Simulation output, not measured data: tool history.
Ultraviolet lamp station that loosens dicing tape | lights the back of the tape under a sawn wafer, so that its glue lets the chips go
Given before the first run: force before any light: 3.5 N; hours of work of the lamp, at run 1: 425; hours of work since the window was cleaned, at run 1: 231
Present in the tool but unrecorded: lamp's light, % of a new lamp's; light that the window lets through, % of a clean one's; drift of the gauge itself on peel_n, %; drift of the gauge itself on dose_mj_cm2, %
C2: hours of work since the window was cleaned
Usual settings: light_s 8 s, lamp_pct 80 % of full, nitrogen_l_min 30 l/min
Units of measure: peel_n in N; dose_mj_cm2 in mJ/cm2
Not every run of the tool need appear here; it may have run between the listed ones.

{"run": 1, "day": 0.0, "light_s": 8, "lamp_pct": 80, "nitrogen_l_min": 30, "hours of work of the lamp": 425, "C2": 231, "peel_n": 0.492, "dose_mj_cm2": 315}
{"run": 2, "day": 1.346, "light_s": 8, "lamp_pct": 80, "nitrogen_l_min": 30, "hours of work of the lamp": 447, "C2": 253, "peel_n": 0.526, "dose_mj_cm2": 313}
{"run": 3, "day": 3.112, "light_s": 8, "lamp_pct": 80, "nitrogen_l_min": 30, "hours of work of the lamp": 476, "C2": 281, "peel_n": 0.514, "dose_mj_cm2": 303}
{"run": 4, "day": 5.154, "light_s": 8, "lamp_pct": 80, "nitrogen_l_min": 30, "hours of work of the lamp": 509, "C2": 315, "peel_n": 0.526, "dose_mj_cm2": 304}
{"run": 5, "day": 7.033, "light_s": 8, "lamp_pct": 80, "nitrogen_l_min": 23, "hours of work of the lamp": 539, "C2": 345, "peel_n": 0.609, "dose_mj_cm2": 299}
{"run": 6, "day": 8.512, "light_s": 8, "lamp_pct": 80, "nitrogen_l_min": 23, "hours of work of the lamp": 563, "C2": 369, "peel_n": 0.66, "dose_mj_cm2": 295}
{"run": 7, "day": 10.496, "light_s": 8, "lamp_pct": 80, "nitrogen_l_min": 23, "hours of work of the lamp": 596, "C2": 401, "peel_n": 0.638, "dose_mj_cm2": 296}
{"run": 8, "day": 12.342, "light_s": 8, "lamp_pct": 80, "nitrogen_l_min": 10, "hours of work of the lamp": 626, "C2": 431, "peel_n": 0.993, "dose_mj_cm2": 290}
{"run": 9, "day": 13.883, "light_s": 8, "lamp_pct": 80, "nitrogen_l_min": 30, "hours of work of the lamp": 651, "C2": 456, "peel_n": 0.575, "dose_mj_cm2": 288}
{"run": 10, "day": 15.267, "light_s": 8, "lamp_pct": 80, "nitrogen_l_min": 30, "hours of work of the lamp": 673, "C2": 479, "peel_n": 0.591, "dose_mj_cm2": 282}
{"run": 11, "day": 16.208, "light_s": 8, "lamp_pct": 80, "nitrogen_l_min": 30, "hours of work of the lamp": 688, "C2": 494, "peel_n": 0.581, "dose_mj_cm2": 280}
{"run": 12, "day": 18.254, "light_s": 8, "lamp_pct": 80, "nitrogen_l_min": 30, "hours of work of the lamp": 722, "C2": 527, "peel_n": 0.603, "dose_mj_cm2": 277}
{"run": 13, "day": 19.571, "light_s": 11, "lamp_pct": 78, "nitrogen_l_min": 40, "hours of work of the lamp": 743, "C2": 549, "peel_n": 0.318, "dose_mj_cm2": 369}
{"run": 14, "day": 20.871, "light_s": 16, "lamp_pct": 72, "nitrogen_l_min": 17, "hours of work of the lamp": 764, "C2": 570, "peel_n": 0.33, "dose_mj_cm2": 491}
{"run": 15, "day": 21.9, "light_s": 16, "lamp_pct": 72, "nitrogen_l_min": 17, "hours of work of the lamp": 781, "C2": 587, "peel_n": 0.342, "dose_mj_cm2": 488}
{"run": 16, "day": 22.829, "light_s": 16, "lamp_pct": 62, "nitrogen_l_min": 17, "hours of work of the lamp": 796, "C2": 602, "peel_n": 0.436, "dose_mj_cm2": 420}
{"run": 17, "day": 23.867, "light_s": 5, "lamp_pct": 77, "nitrogen_l_min": 20, "hours of work of the lamp": 813, "C2": 619, "peel_n": 1.381, "dose_mj_cm2": 160}
{"run": 18, "day": 25.621, "light_s": 5, "lamp_pct": 80, "nitrogen_l_min": 14, "hours of work of the lamp": 841, "C2": 647, "peel_n": 1.556, "dose_mj_cm2": 167}
{"run": 19, "day": 26.592, "light_s": 8, "lamp_pct": 69, "nitrogen_l_min": 20, "hours of work of the lamp": 857, "C2": 663, "peel_n": 0.975, "dose_mj_cm2": 226}
{"day": 28.688, "done": "window cleaned of glue's vapour"}
{"run": 20, "day": 28.688, "light_s": 7, "lamp_pct": 69, "nitrogen_l_min": 20, "hours of work of the lamp": 891, "C2": 0, "peel_n": 1.027, "dose_mj_cm2": 219}

5 ways to go on from here, each from the tool as it stands after run 20. What would each give?
{"run": "A", "day": 30.304, "light_s": 13, "lamp_pct": 77, "nitrogen_l_min": 20, "hours of work of the lamp": 917, "C2": 26, "peel_n": "?", "dose_mj_cm2": "?"}
{"run": "B", "day": 30.304, "light_s": 7, "lamp_pct": 82, "nitrogen_l_min": 20, "hours of work of the lamp": 917, "C2": 26, "peel_n": "?", "dose_mj_cm2": "?"}
{"run": "C", "day": 30.304, "light_s": 7, "lamp_pct": 66, "nitrogen_l_min": 20, "hours of work of the lamp": 917, "C2": 26, "peel_n": "?", "dose_mj_cm2": "?"}
{"run": "D", "day": 30.304, "light_s": 9, "lamp_pct": 96, "nitrogen_l_min": 20, "hours of work of the lamp": 917, "C2": 26, "peel_n": "?", "dose_mj_cm2": "?"}
{"run": "E", "day": 30.304, "light_s": 8, "lamp_pct": 80, "nitrogen_l_min": 41, "hours of work of the lamp": 917, "C2": 26, "peel_n": "?", "dose_mj_cm2": "?"}

run=A peel_n=0.338 dose_mj_cm2=461
run=B peel_n=0.805 dose_mj_cm2=259
run=C peel_n=1.093 dose_mj_cm2=209
run=D peel_n=0.442 dose_mj_cm2=390
run=E peel_n=0.480 dose_mj_cm2=288
Without the tool's hidden state the same runs would have given:
run=A peel_n=0.235 dose_mj_cm2=577
run=B peel_n=0.579 dose_mj_cm2=325
run=C peel_n=0.824 dose_mj_cm2=262
run=D peel_n=0.303 dose_mj_cm2=490
run=E peel_n=0.328 dose_mj_cm2=362
